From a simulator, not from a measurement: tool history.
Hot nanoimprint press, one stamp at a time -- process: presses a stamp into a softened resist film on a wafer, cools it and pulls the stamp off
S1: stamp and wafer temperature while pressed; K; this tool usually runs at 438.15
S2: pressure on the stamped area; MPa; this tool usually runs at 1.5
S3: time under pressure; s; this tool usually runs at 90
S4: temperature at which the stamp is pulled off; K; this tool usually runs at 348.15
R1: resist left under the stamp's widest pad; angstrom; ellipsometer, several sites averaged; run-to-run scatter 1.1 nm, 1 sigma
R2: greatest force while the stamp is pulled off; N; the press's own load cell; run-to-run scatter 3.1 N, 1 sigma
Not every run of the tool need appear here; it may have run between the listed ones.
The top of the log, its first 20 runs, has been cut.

Run 21, hour 479.8: usual settings but S4 347.15 K. Result: R1 1933 angstrom, R2 271 N.
Run 22, hour 500: usual settings but S2 1.59 MPa, S3 55 s, S4 337.15 K. Result: R1 2122 angstrom, R2 303 N.
Run 23, hour 532.1: usual settings but S2 1.17 MPa, S3 140 s, S4 349.15 K. Result: R1 1858 angstrom, R2 269 N.
Run 24, hour 557.9: usual settings but S1 440.15 K, S2 1.84 MPa, S3 56 s. Result: R1 1895 angstrom, R2 279 N.
At hour 576: plate thermocouple calibrated, once more.
Run 25, hour 580.2: usual settings but S1 440.15 K, S2 1.84 MPa, S3 56 s. Result: R1 1767 angstrom, R2 270 N.
Run 26, hour 596.5: usual settings but S1 440.15 K, S2 1.84 MPa, S3 56 s. Result: R1 1790 angstrom, R2 276 N.
Run 27, hour 612.1: usual settings but S1 440.15 K, S2 1.84 MPa, S3 56 s. Result: R1 1808 angstrom, R2 279 N.
Run 28, hour 628.3: usual settings but S1 440.15 K, S2 1.84 MPa, S3 56 s. Result: R1 1796 angstrom, R2 278 N.
Run 29, hour 653: usual settings but S1 440.15 K, S2 1.84 MPa, S3 56 s. Result: R1 1800 angstrom, R2 283 N.
At hour 668.5: stamp cleaned and given a new release coat.
Run 30, hour 679.1: usual settings but S1 440.15 K, S2 1.84 MPa, S3 56 s. Result: R1 1814 angstrom, R2 241 N.
Run 31, hour 707.8: usual settings but S1 437.15 K, S2 1.69 MPa, S3 61 s, S4 336.15 K. Result: R1 2054 angstrom, R2 265 N.

Each row is a separate what-if for the run after 31, all from the same tool condition, not one after another. Results?
Run A, hour 723.9: usual settings but S1 429.15 K, S2 1.68 MPa, S3 61 s, S4 353.15 K. Result: R1 ?, R2 ?.
Run B, hour 723.9: usual settings but S1 450.15 K, S2 0.94 MPa, S4 335.15 K. Result: R1 ?, R2 ?.
Run C, hour 723.9: usual settings but S1 428.15 K. Result: R1 ?, R2 ?.

run    R1   R2
  A  2602  233
  B  1340  271
  C  2596  244
Without the tool's hidden state the same runs would have given:
run    R1   R2
  A  2559  227
  B  1296  264
  C  2552  237

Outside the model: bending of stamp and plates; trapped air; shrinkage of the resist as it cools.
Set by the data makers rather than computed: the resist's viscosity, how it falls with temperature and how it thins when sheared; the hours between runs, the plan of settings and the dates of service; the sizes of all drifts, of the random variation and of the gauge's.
